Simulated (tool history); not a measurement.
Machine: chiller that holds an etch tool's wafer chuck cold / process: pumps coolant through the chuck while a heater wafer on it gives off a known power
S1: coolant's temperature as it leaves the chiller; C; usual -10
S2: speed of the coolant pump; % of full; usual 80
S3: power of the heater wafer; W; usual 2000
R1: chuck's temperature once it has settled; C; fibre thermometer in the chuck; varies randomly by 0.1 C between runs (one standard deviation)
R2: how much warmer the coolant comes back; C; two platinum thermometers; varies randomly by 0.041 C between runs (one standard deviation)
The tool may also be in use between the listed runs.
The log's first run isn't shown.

run,hour,S1,S2,S3,R1,R2
2,18.8,-10,80,2000,12.9,9.28
3,60.9,-10,80,2000,12.7,9.27
4,95.7,-10,80,1693,9.1,7.83
5,133.3,-10,80,2000,12.8,9.25
6,167.5,-10,80,2000,12.8,9.26
7,209.8,-10,89,2000,10.9,8.3
8,241.6,-10,89,2000,11.1,8.24
9,277.8,-10,89,2000,11,8.27
10,296.2,-10,80,2000,13,9.36
11,320.6,-10,80,2000,13,9.34
12,339.1,-10,80,2000,12.8,9.37
13,375.9,-10,80,1587,8.6,7.38
14,405.7,-7,80,2000,16,9.4
15,448.6,-7,80,2000,16,9.38
16,493.8,-7,99,2000,12.3,7.36
17,524.3,-7,99,2000,12.4,7.38
18,553.6,0,86,2000,21.8,8.65
19,574.3,0,86,2000,22,8.56
20,608.1,-10,70,2000,15.8,10.83
21,650.4,-10,70,2979,28.6,16.26
22,685.5,-10,68,1873,15,10.53
23,729.9,-10,81,1582,8.3,7.3
24,751.2,-10,65,2975,31,17.66

The next listed run, before its measurement:
25,795.5,-19,63,2000,?,?

R1: 9.6 C
R2: 12.24 C
If the tool had no hidden condition, the same run with the same run-to-run variation would have returned R1 7.5 C, R2 11.93 C.
